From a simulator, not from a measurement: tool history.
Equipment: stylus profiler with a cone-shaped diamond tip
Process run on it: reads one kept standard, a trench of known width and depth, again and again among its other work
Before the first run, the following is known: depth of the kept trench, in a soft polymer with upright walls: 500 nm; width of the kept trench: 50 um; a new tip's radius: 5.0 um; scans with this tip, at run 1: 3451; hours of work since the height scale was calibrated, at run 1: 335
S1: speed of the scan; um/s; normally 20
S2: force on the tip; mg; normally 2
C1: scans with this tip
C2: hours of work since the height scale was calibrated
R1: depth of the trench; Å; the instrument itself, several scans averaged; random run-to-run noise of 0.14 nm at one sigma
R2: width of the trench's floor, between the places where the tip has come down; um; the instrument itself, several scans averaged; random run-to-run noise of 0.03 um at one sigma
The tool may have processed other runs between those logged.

| run | hour | S1 | S2 | C1 | C2 | R1 | R2 |
|---|---|---|---|---|---|---|---|
| 1 | 0 | 20 | 2 | 3451 | 335 | 5032.2 | 45.04 |
| 2 | 14 | 20 | 2 | 3542 | 344 | 5034.9 | 44.98 |
| 3 | 21.8 | 20 | 2 | 3593 | 349 | 5034.6 | 45.01 |
| 4 | 33.4 | 20 | 2 | 3668 | 356 | 5035.5 | 44.95 |
| 5 | 43.9 | 20 | 2 | 3736 | 363 | 5034.5 | 44.98 |
| 6 | 51.5 | 20 | 2 | 3785 | 368 | 5034.5 | 44.92 |
| 7 | 59.1 | 20 | 2.49 | 3834 | 373 | 5037.3 | 44.93 |
| 8 | 70.8 | 20 | 2 | 3910 | 380 | 5035.2 | 44.96 |
| 9 | 80.5 | 47 | 2 | 3973 | 386 | 5036.6 | 44.81 |
| 10 | 97.1 | 47 | 2 | 4081 | 397 | 5032.7 | 44.8 |
| 11 | 107.5 | 47 | 2 | 4148 | 403 | 5033.3 | 44.78 |
| 12 | 118.3 | 35 | 2 | 4219 | 410 | 5033.6 | 44.87 |
| 13 | 133.1 | 35 | 2 | 4315 | 419 | 5035.8 | 44.8 |
| 14 | 145.5 | 35 | 2 | 4395 | 427 | 5034.6 | 44.83 |
| 15 | 161.2 | 35 | 2 | 4497 | 437 | 5035.7 | 44.77 |
| 16 | 168.5 | 35 | 2 | 4544 | 442 | 5035.3 | 44.85 |
| 17 | 178.2 | 35 | 2 | 4608 | 448 | 5037.6 | 44.76 |
| 18 | 190.4 | 35 | 2 | 4687 | 455 | 5033.2 | 44.76 |
| 19 | 205.6 | 20 | 2 | 4785 | 465 | 5035.9 | 44.79 |
| 20 | 218 | 20 | 3.42 | 4866 | 473 | 5046.7 | 44.78 |
| 21 | 226.8 | 20 | 3.42 | 4923 | 478 | 5047 | 44.79 |
| 22 | 243.3 | 20 | 2 | 5030 | 489 | 5037 | 44.69 |
| 23 | 259.4 | 20 | 2 | 5134 | 499 | 5037.3 | 44.76 |
| 24 | 268.5 | 20 | 2 | 5193 | 505 | 5034.3 | 44.7 |
| 25 | 277.5 | 20 | 2 | 5251 | 510 | 5034.5 | 44.67 |
| 26 | 290.3 | 34 | 3.35 | 5334 | 518 | 5047.5 | 44.6 |
| 27 | 304.7 | 6 | 2.07 | 5428 | 527 | 5036.5 | 44.75 |
| 28 | 313.2 | 72 | 4.94 | 5483 | 533 | 5057.2 | 44.65 |
| 29 | 324.6 | 24 | 2.42 | 5557 | 540 | 5044.5 | 44.64 |
| 30 | 336.9 | 24 | 2.42 | 5637 | 548 | 5041 | 44.61 |
| 31 | 343.9 | 53 | 2.5 | 5683 | 552 | 5044.5 | 44.51 |
| 32 | 354.4 | 53 | 2.5 | 5750 | 559 | 5045.3 | 44.57 |
| 33 | 366.4 | 10 | 1.19 | 5829 | 566 | 5030.4 | 44.61 |
| 34 | 380.8 | 16 | 2.96 | 5922 | 575 | 5048.3 | 44.59 |
| 35 | 397.5 | 16 | 2.96 | 6030 | 586 | 5048.2 | 44.6 |
| 36 | 406 | 57 | 1.2 | 6085 | 591 | 5033.3 | 44.47 |
| 37 | 419.3 | 17 | 1.22 | 6172 | 600 | 5034.8 | 44.55 |
| 38 | 434.6 | 16 | 2.04 | 6271 | 609 | 5041.1 | 44.54 |
| 39 | 447 | 67 | 0.99 | 6351 | 617 | 5030.3 | 44.35 |
| 40 | 457 | 10 | 0.67 | 6416 | 623 | 5027.5 | 44.53 |
| 41 | 468.4 | 8 | 1.27 | 6490 | 631 | 5035.8 | 44.54 |
| 42 | 482.1 | 8 | 1.27 | 6579 | 639 | 5035.4 | 44.52 |
| 43 | 494.1 | 8 | 1.27 | 6657 | 647 | 5036.7 | 44.51 |
| 44 | 505.1 | 54 | 2.86 | 6728 | 654 | 5048.1 | 44.45 |
| 45 | 518.6 | 54 | 2.86 | 6816 | 662 | 5048.8 | 44.39 |
| 46 | 530.6 | 70 | 2.42 | 6894 | 670 | 5044.3 | 44.4 |

Forecast each of these 4 alternatives for the next run:
| A | 539.4 | 31 | 1.15 | 6951 | 675 | ? | ? |
| B | 539.4 | 40 | 0.67 | 6951 | 675 | ? | ? |
| C | 539.4 | 46 | 3.16 | 6951 | 675 | ? | ? |
| D | 539.4 | 53 | 2.42 | 6951 | 675 | ? | ? |

| run | R1 | R2 |
|---|---|---|
| A | 5031.9 | 44.4 |
| B | 5027.9 | 44.28 |
| C | 5050.5 | 44.39 |
| D | 5046.6 | 44.35 |
Without the tool's unlogged condition, the same runs would have read:
| run | R1 | R2 |
|---|---|---|
| A | 5013.9 | 45.56 |
| B | 5010 | 45.44 |
| C | 5032.5 | 45.56 |
| D | 5028.7 | 45.51 |
